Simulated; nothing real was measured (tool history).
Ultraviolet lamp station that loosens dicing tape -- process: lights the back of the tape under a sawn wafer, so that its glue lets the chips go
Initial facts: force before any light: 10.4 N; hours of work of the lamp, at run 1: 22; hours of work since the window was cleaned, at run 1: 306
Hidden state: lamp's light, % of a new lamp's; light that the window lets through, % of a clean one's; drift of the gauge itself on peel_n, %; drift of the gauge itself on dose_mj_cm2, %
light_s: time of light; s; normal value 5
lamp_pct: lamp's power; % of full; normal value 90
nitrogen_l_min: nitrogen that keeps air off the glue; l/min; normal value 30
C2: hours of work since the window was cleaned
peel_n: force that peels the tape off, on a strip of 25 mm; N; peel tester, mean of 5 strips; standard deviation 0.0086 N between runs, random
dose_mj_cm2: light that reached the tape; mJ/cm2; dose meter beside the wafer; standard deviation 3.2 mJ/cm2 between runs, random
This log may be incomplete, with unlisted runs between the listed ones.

run 1 day=0.000 | light_s=5 lamp_pct=90 nitrogen_l_min=30 | hours_of_work_of_the_lamp=22 C2=306 | peel_n=0.360 dose_mj_cm2=488
run 2 day=2.146 | light_s=5 lamp_pct=87 nitrogen_l_min=30 | hours_of_work_of_the_lamp=43 C2=327 | peel_n=0.395 dose_mj_cm2=463
run 3 day=4.142 | light_s=5 lamp_pct=90 nitrogen_l_min=30 | hours_of_work_of_the_lamp=62 C2=346 | peel_n=0.382 dose_mj_cm2=472
run 4 day=5.892 | light_s=5 lamp_pct=90 nitrogen_l_min=38 | hours_of_work_of_the_lamp=79 C2=363 | peel_n=0.343 dose_mj_cm2=472
run 5 day=7.817 | light_s=2 lamp_pct=90 nitrogen_l_min=38 | hours_of_work_of_the_lamp=98 C2=382 | peel_n=1.988 dose_mj_cm2=187
-- day=8.608 window cleaned of glue's vapour
run 6 day=9.504 | light_s=2 lamp_pct=90 nitrogen_l_min=38 | hours_of_work_of_the_lamp=114 C2=9 | peel_n=2.068 dose_mj_cm2=184
run 7 day=11.392 | light_s=2 lamp_pct=90 nitrogen_l_min=38 | hours_of_work_of_the_lamp=133 C2=27 | peel_n=2.062 dose_mj_cm2=185
run 8 day=12.604 | light_s=2 lamp_pct=90 nitrogen_l_min=38 | hours_of_work_of_the_lamp=145 C2=39 | peel_n=2.135 dose_mj_cm2=181
run 9 day=14.908 | light_s=2 lamp_pct=90 nitrogen_l_min=38 | hours_of_work_of_the_lamp=167 C2=62 | peel_n=2.156 dose_mj_cm2=180
run 10 day=17.338 | light_s=5 lamp_pct=90 nitrogen_l_min=30 | hours_of_work_of_the_lamp=191 C2=85 | peel_n=0.450 dose_mj_cm2=447
-- day=18.333 window cleaned of glue's vapour, once more
run 11 day=18.512 | light_s=5 lamp_pct=90 nitrogen_l_min=30 | hours_of_work_of_the_lamp=202 C2=2 | peel_n=0.383 dose_mj_cm2=492
run 12 day=20.904 | light_s=5 lamp_pct=83 nitrogen_l_min=30 | hours_of_work_of_the_lamp=225 C2=25 | peel_n=0.445 dose_mj_cm2=437
run 13 day=22.896 | light_s=5 lamp_pct=83 nitrogen_l_min=30 | hours_of_work_of_the_lamp=245 C2=45 | peel_n=0.446 dose_mj_cm2=435
run 14 day=24.408 | light_s=5 lamp_pct=90 nitrogen_l_min=30 | hours_of_work_of_the_lamp=260 C2=59 | peel_n=0.405 dose_mj_cm2=473
run 15 day=26.692 | light_s=5 lamp_pct=90 nitrogen_l_min=30 | hours_of_work_of_the_lamp=282 C2=82 | peel_n=0.411 dose_mj_cm2=471
run 16 day=28.017 | light_s=5 lamp_pct=90 nitrogen_l_min=30 | hours_of_work_of_the_lamp=295 C2=95 | peel_n=0.422 dose_mj_cm2=465
run 17 day=29.292 | light_s=4 lamp_pct=90 nitrogen_l_min=21 | hours_of_work_of_the_lamp=307 C2=107 | peel_n=0.850 dose_mj_cm2=368
run 18 day=31.567 | light_s=4 lamp_pct=90 nitrogen_l_min=21 | hours_of_work_of_the_lamp=330 C2=129 | peel_n=0.898 dose_mj_cm2=368
run 19 day=32.954 | light_s=4 lamp_pct=90 nitrogen_l_min=21 | hours_of_work_of_the_lamp=343 C2=143 | peel_n=0.890 dose_mj_cm2=364
run 20 day=34.317 | light_s=4 lamp_pct=90 nitrogen_l_min=21 | hours_of_work_of_the_lamp=356 C2=156 | peel_n=0.879 dose_mj_cm2=365
run 21 day=36.321 | light_s=5 lamp_pct=65 nitrogen_l_min=30 | hours_of_work_of_the_lamp=376 C2=176 | peel_n=0.829 dose_mj_cm2=324
run 22 day=38.279 | light_s=5 lamp_pct=88 nitrogen_l_min=26 | hours_of_work_of_the_lamp=395 C2=195 | peel_n=0.532 dose_mj_cm2=439
run 23 day=40.338 | light_s=8 lamp_pct=90 nitrogen_l_min=21 | hours_of_work_of_the_lamp=415 C2=215 | peel_n=0.267 dose_mj_cm2=709
run 24 day=42.675 | light_s=6 lamp_pct=87 nitrogen_l_min=25 | hours_of_work_of_the_lamp=438 C2=238 | peel_n=0.395 dose_mj_cm2=508
run 25 day=44.075 | light_s=6 lamp_pct=87 nitrogen_l_min=25 | hours_of_work_of_the_lamp=452 C2=251 | peel_n=0.408 dose_mj_cm2=506
run 26 day=46.267 | light_s=6 lamp_pct=87 nitrogen_l_min=25 | hours_of_work_of_the_lamp=473 C2=273 | peel_n=0.409 dose_mj_cm2=503
run 27 day=47.433 | light_s=6 lamp_pct=87 nitrogen_l_min=25 | hours_of_work_of_the_lamp=485 C2=284 | peel_n=0.410 dose_mj_cm2=499
run 28 day=49.071 | light_s=6 lamp_pct=74 nitrogen_l_min=25 | hours_of_work_of_the_lamp=501 C2=300 | peel_n=0.578 dose_mj_cm2=425
run 29 day=51.133 | light_s=6 lamp_pct=81 nitrogen_l_min=25 | hours_of_work_of_the_lamp=521 C2=320 | peel_n=0.487 dose_mj_cm2=460
run 30 day=52.550 | light_s=8 lamp_pct=61 nitrogen_l_min=19 | hours_of_work_of_the_lamp=535 C2=334 | peel_n=0.621 dose_mj_cm2=457
run 31 day=54.367 | light_s=7 lamp_pct=82 nitrogen_l_min=27 | hours_of_work_of_the_lamp=552 C2=352 | peel_n=0.334 dose_mj_cm2=539

Same runs, no hidden state in the tool, same run-to-run variation:
run=1 peel_n=0.330 dose_mj_cm2=513
run=2 peel_n=0.356 dose_mj_cm2=490
run=3 peel_n=0.342 dose_mj_cm2=504
run=4 peel_n=0.308 dose_mj_cm2=507
run=5 peel_n=1.753 dose_mj_cm2=202
run=6 peel_n=1.758 dose_mj_cm2=203
run=7 peel_n=1.733 dose_mj_cm2=207
run=8 peel_n=1.783 dose_mj_cm2=203
run=9 peel_n=1.776 dose_mj_cm2=203
run=10 peel_n=0.354 dose_mj_cm2=510
run=11 peel_n=0.347 dose_mj_cm2=521
run=12 peel_n=0.392 dose_mj_cm2=468
run=13 peel_n=0.385 dose_mj_cm2=469
run=14 peel_n=0.352 dose_mj_cm2=513
run=15 peel_n=0.353 dose_mj_cm2=515
run=16 peel_n=0.359 dose_mj_cm2=512
run=17 peel_n=0.691 dose_mj_cm2=406
run=18 peel_n=0.718 dose_mj_cm2=410
run=19 peel_n=0.703 dose_mj_cm2=408
run=20 peel_n=0.689 dose_mj_cm2=410
run=21 peel_n=0.636 dose_mj_cm2=368
run=22 peel_n=0.411 dose_mj_cm2=502
run=23 peel_n=0.239 dose_mj_cm2=815
run=24 peel_n=0.309 dose_mj_cm2=590
run=25 peel_n=0.316 dose_mj_cm2=591
run=26 peel_n=0.312 dose_mj_cm2=592
run=27 peel_n=0.310 dose_mj_cm2=591
run=28 peel_n=0.409 dose_mj_cm2=505
run=29 peel_n=0.348 dose_mj_cm2=552
run=30 peel_n=0.426 dose_mj_cm2=552
run=31 peel_n=0.257 dose_mj_cm2=655
